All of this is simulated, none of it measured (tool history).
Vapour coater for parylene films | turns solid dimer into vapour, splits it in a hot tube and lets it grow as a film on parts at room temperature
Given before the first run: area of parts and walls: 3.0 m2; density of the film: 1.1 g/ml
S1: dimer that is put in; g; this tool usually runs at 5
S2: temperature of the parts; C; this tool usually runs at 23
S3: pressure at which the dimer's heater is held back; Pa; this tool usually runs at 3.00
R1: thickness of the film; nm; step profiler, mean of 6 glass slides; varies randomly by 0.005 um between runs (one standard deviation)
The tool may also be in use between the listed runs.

| run | day | S1 | S2 | S3 | R1 |
|---|---|---|---|---|---|
| 1 | 0.000 | 5 | 23 | 3.00 | 867 |
| 2 | 0.792 | 5 | 23 | 3.00 | 847 |
| 3 | 1.967 | 5 | 23 | 5.96 | 810 |
| 4 | 3.475 | 5 | 23 | 5.96 | 793 |
| 5 | 4.162 | 7 | 23 | 3.00 | 1171 |
| 6 | 5.408 | 7 | 23 | 3.00 | 1167 |
|  | 5.667 | trap's valve overhauled |
| 7 | 6.521 | 5 | 23 | 3.00 | 934 |
|  | 6.662 | table's thermometer calibrated |
| 8 | 7.300 | 5 | 23 | 3.00 | 935 |
| 9 | 8.529 | 5 | 18 | 3.00 | 1103 |
| 10 | 9.842 | 5 | 18 | 3.00 | 1093 |
| 11 | 11.262 | 5 | 18 | 3.00 | 1083 |
| 12 | 12.625 | 5 | 17 | 3.70 | 1086 |
| 13 | 13.846 | 5 | 17 | 3.70 | 1084 |
| 14 | 14.617 | 3 | 23 | 11.40 | 484 |
|  | 15.512 | table's thermometer calibrated, once more |
| 15 | 16.262 | 3 | 23 | 11.40 | 463 |
| 16 | 17.446 | 5 | 23 | 10.22 | 778 |
| 17 | 18.500 | 5 | 15 | 11.84 | 988 |
| 18 | 19.767 | 5 | 19 | 2.39 | 1004 |
| 19 | 21.300 | 5 | 18 | 7.26 | 927 |
| 20 | 22.558 | 5 | 18 | 7.26 | 922 |
| 21 | 23.812 | 5 | 35 | 4.08 | 543 |

Forecast each of these 5 alternatives for the next run:
| A | 25.429 | 5 | 23 | 4.20 | ? |
| B | 25.429 | 6 | 23 | 3.00 | ? |
| C | 25.429 | 5 | 35 | 2.50 | ? |
| D | 25.429 | 5 | 22 | 3.09 | ? |
| E | 25.429 | 4 | 17 | 6.64 | ? |

| run | R1 |
|---|---|
| A | 815 |
| B | 988 |
| C | 560 |
| D | 846 |
| E | 748 |
With the hidden condition removed and each run's random variation left untouched, the same runs would have given:
| run | R1 |
|---|---|
| A | 912 |
| B | 1107 |
| C | 627 |
| D | 949 |
| E | 838 |

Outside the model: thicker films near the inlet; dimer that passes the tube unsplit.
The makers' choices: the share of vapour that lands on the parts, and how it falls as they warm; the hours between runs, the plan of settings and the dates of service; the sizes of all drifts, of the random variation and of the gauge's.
